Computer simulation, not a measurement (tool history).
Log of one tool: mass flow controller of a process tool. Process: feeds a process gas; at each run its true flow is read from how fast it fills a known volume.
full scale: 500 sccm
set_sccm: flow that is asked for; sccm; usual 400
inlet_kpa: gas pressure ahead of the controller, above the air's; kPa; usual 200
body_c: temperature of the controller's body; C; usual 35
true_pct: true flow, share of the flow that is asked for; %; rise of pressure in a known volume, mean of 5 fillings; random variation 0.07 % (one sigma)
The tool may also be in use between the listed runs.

run	hour	set_sccm	inlet_kpa	body_c	true_pct
1	0.0	400	200	35	98.50
2	552.7	400	200	35	98.53
3	951.6	400	200	35	98.47
4	1212.1	150	200	35	97.04
5	1569.2	150	200	35	97.09
6	1844.5	400	200	35	98.51
7	2152.8	400	200	35	98.59
8	2658.8	400	200	30	99.08
# hour 3175.2: controller's zero set anew
9	3219.6	400	200	38	98.32
10	3674.2	400	200	35	98.60
11	4178.6	309	200	35	98.14
12	4651.1	309	200	35	98.16
13	5173.4	309	200	35	98.31
14	5736.8	95	185	38	96.76
15	5996.0	53	258	29	97.79
16	6570.6	53	258	29	97.80
17	7142.7	113	200	20	98.80
18	7443.2	364	166	34	98.57
19	7938.6	399	166	34	98.71
20	8220.7	399	166	34	98.79
# hour 8444.3: controller exchanged for a calibrated one
21	8620.7	399	187	28	99.56
22	9173.6	239	200	26	99.10
23	9602.8	110	160	27	97.95
24	10100.5	50	203	32	97.40
25	10391.2	50	203	32	97.48
26	10659.5	305	272	24	99.87

3 ways to go on from here, each from the tool as it stands after run 26. What would each give?
A	10963.4	305	146	26	?
B	10963.4	207	248	33	?
C	10963.4	234	245	25	?

run	true_pct
A	99.27
B	98.31
C	99.36
Without the tool's hidden state the same runs would have given:
run	true_pct
A	98.76
B	97.81
C	98.85
